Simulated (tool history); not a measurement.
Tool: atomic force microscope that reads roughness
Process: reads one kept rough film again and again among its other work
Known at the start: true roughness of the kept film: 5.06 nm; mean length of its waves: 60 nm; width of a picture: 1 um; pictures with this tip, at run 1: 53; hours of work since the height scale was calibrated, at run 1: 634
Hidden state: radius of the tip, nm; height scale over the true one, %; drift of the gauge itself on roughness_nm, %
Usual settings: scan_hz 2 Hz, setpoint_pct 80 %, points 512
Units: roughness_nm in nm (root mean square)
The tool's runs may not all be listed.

run	day	scan_hz	setpoint_pct	points	pictures with this tip	hours of work since the height scale was calibrated	roughness_nm
1	0	2	80	512	53	634	4.058
2	2.288	2	80	512	91	657	3.878
# day 2.788: new tip fitted
3	5.4	2	80	512	44	688	4.1
4	8.342	2	80	560	93	717	3.839
# day 8.742: new tip fitted
5	9.692	2	84	560	16	730	4.268
6	11.462	2	55	512	46	748	4.366
7	13.625	2	55	512	82	770	4.077
# day 14.683: new tip fitted
8	15.471	2	55	512	13	788	4.557
9	16.888	2	58	512	36	803	4.41
10	19.217	2	58	512	76	826	4.114
# day 20.833: new tip fitted
11	21.879	2	80	808	18	853	4.303
12	24.262	2	56	512	58	876	4.177
13	25.871	2	59	512	85	893	4.046
# day 26.867: new tip fitted
14	28.225	2	59	512	23	916	4.498
15	30.183	2	80	745	55	936	4.053
# day 30.442: height scale calibrated on a step standard
16	32.525	2	80	745	94	21	3.834
# day 32.983: new tip fitted
17	33.996	2	56	513	17	36	4.526
18	37.112	2	56	513	69	67	4.159
# day 38.988: new tip fitted
19	40.029	1.77	74	334	18	96	4.359
20	41.308	3.32	80	718	39	109	3.972
# day 42.375: height scale calibrated on a step standard, once more
21	43.117	0.59	65	998	69	7	4.202
# day 45.012: new tip fitted
22	46.075	2	86	512	18	37	4.231
23	48.129	2	86	512	52	58	3.964
24	50.225	0.88	63	360	88	79	4.106
# day 50.912: new tip fitted
25	52.512	3.35	63	448	26	101	4.36
26	54.408	3.35	63	696	58	120	4.134
# day 57.021: new tip fitted
27	57.362	2	82	512	5	150	4.386
28	59.079	2.27	75	526	34	167	4.244
29	60.562	2.17	86	927	59	182	3.935

Hidden state or all else? Some run-to-run changes of roughness_nm, split into what the settings, what came in and random variation would give without the hidden state, and what is left for the hidden state (with any gauge scatter that isn't in both results):
Run 4 -> 5: setpoint_pct 80 -> 84, new tip fitted. roughness_nm +0.429 nm (root mean square): hidden state +0.493, all else -0.064.
Run 7 -> 8: new tip fitted. roughness_nm +0.48 nm (root mean square): hidden state +0.473, all else +0.007.
Run 16 -> 17: setpoint_pct 80 -> 56, points 745 -> 513, new tip fitted. roughness_nm +0.692 nm (root mean square): hidden state +0.455, all else +0.237.

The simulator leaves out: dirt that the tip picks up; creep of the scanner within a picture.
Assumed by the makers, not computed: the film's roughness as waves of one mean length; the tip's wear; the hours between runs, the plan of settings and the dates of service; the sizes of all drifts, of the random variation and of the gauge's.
